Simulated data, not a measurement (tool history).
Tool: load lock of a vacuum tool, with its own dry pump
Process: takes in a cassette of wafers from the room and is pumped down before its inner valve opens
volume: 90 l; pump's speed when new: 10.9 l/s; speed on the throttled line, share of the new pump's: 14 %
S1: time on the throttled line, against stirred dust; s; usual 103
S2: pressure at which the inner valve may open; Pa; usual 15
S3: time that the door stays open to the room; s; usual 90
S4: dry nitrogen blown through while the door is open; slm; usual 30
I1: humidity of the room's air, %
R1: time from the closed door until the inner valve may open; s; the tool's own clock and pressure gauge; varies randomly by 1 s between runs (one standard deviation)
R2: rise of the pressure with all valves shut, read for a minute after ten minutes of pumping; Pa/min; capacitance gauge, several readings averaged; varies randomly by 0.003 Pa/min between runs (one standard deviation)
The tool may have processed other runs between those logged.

run	hour	S1	S2	S3	S4	I1	R1	R2
1	0.0	103	15	90	30	43.5	164.1	0.095
2	109.2	103	15	90	30	44.9	165.8	0.100
3	287.5	103	15	90	30	48.7	167.0	0.099
4	382.6	103	15	90	30	45.7	165.8	0.095
5	535.9	103	15	90	30	43.9	166.7	0.106
6	704.9	103	15	112	30	44.0	164.2	0.104
7	794.4	103	15	90	30	45.1	167.0	0.109
8	900.4	103	15	90	30	42.5	166.3	0.105
9	1101.1	103	29	90	30	43.8	160.0	0.110
10	1193.6	103	15	90	30	44.9	164.2	0.115
11	1334.5	103	15	90	30	45.8	166.3	0.124
12	1480.3	103	15	90	6	43.3	165.6	0.144
13	1614.6	103	15	90	6	44.9	167.7	0.145
14	1801.7	103	15	90	30	45.6	168.3	0.122
15	1990.7	103	15	90	30	47.7	166.4	0.129
16	2194.7	103	15	90	30	44.4	166.2	0.138
17	2374.7	103	15	90	30	41.7	167.3	0.129
18	2485.3	103	15	90	30	42.9	169.4	0.143
# hour 2585.6: door's seal changed, seat wiped
19	2680.3	103	16	155	12	43.2	166.7	0.039
20	2871.9	103	12	155	12	44.9	169.4	0.048
21	3043.6	103	12	155	12	45.6	170.9	0.049
22	3188.9	179	14	170	7	49.6	235.1	0.074
23	3292.8	59	17	90	30	42.8	129.3	0.022
24	3384.8	103	15	90	7	40.9	168.9	0.039
25	3571.2	103	15	90	7	43.0	166.7	0.033
26	3699.6	79	27	90	28	45.4	143.9	0.024
27	3837.4	79	27	90	28	45.3	141.5	0.026
28	3996.4	79	27	90	21	45.6	142.9	0.023
29	4124.4	103	18	28	42	41.1	166.2	0.015
30	4256.4	87	13	210	11	43.9	157.0	0.068
31	4437.7	103	15	130	30	43.6	168.4	0.027
32	4523.5	103	27	51	10	45.1	164.0	0.034
33	4723.6	103	27	51	10	48.3	164.8	0.033
34	4817.0	103	21	90	9	45.2	167.3	0.053
35	4939.6	103	21	90	9	43.0	165.5	0.049
36	5131.3	120	21	90	9	42.2	182.9	0.050

4 options for the next run, each taken on its own from the tool as it stands now. Forecast them:
A	5249.8	103	18	90	7	45.1	?	?
B	5249.8	70	11	90	5	47.7	?	?
C	5249.8	193	15	90	26	46.1	?	?
D	5249.8	120	21	90	7	43.6	?	?

run	R1	R2
A	167.6	0.059
B	144.1	0.061
C	247.7	0.037
D	181.5	0.059
With the hidden condition removed and each run's random variation left untouched, the same runs would have given:
run	R1	R2
A	160.0	0.042
B	135.4	0.044
C	241.4	0.020
D	174.4	0.042
